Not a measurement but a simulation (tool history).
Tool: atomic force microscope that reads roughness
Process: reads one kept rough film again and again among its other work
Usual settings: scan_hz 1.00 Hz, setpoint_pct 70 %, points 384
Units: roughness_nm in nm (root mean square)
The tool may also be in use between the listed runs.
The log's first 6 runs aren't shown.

| run | hour | scan_hz | setpoint_pct | points | roughness_nm |
|---|---|---|---|---|---|
| 7 | 140.7 | 1.00 | 70 | 384 | 2.092 |
| 8 | 173.8 | 1.00 | 60 | 384 | 2.125 |
| 9 | 202.2 | 1.00 | 60 | 384 | 2.120 |
| 10 | 230.2 | 1.00 | 70 | 384 | 2.078 |
| 11 | 252.1 | 1.00 | 70 | 384 | 2.067 |
|  | 284.0 | new tip fitted |
| 12 | 285.7 | 1.00 | 70 | 384 | 2.132 |
| 13 | 312.9 | 1.00 | 70 | 384 | 2.122 |
| 14 | 346.3 | 1.00 | 70 | 384 | 2.110 |
| 15 | 364.9 | 1.00 | 70 | 384 | 2.106 |
| 16 | 389.9 | 1.00 | 70 | 384 | 2.099 |
| 17 | 411.8 | 1.00 | 70 | 384 | 2.098 |
| 18 | 442.3 | 1.00 | 70 | 384 | 2.082 |
| 19 | 464.2 | 1.00 | 70 | 384 | 2.084 |
| 20 | 496.8 | 1.00 | 70 | 384 | 2.077 |
| 21 | 514.6 | 1.00 | 70 | 384 | 2.064 |
| 22 | 541.4 | 0.92 | 70 | 384 | 2.077 |
|  | 548.2 | new tip fitted |
| 23 | 561.5 | 0.92 | 70 | 384 | 2.139 |
| 24 | 579.0 | 0.92 | 70 | 384 | 2.128 |
| 25 | 602.1 | 1.65 | 70 | 384 | 2.058 |
| 26 | 622.4 | 1.65 | 70 | 384 | 2.056 |

Run 27 comes next. What will it give?
| 27 | 655.3 | 1.00 | 73 | 346 | ? |

roughness_nm: 2.080 nm (root mean square)
Without the tool's hidden state the same run would have given roughness_nm 2.098 nm (root mean square).

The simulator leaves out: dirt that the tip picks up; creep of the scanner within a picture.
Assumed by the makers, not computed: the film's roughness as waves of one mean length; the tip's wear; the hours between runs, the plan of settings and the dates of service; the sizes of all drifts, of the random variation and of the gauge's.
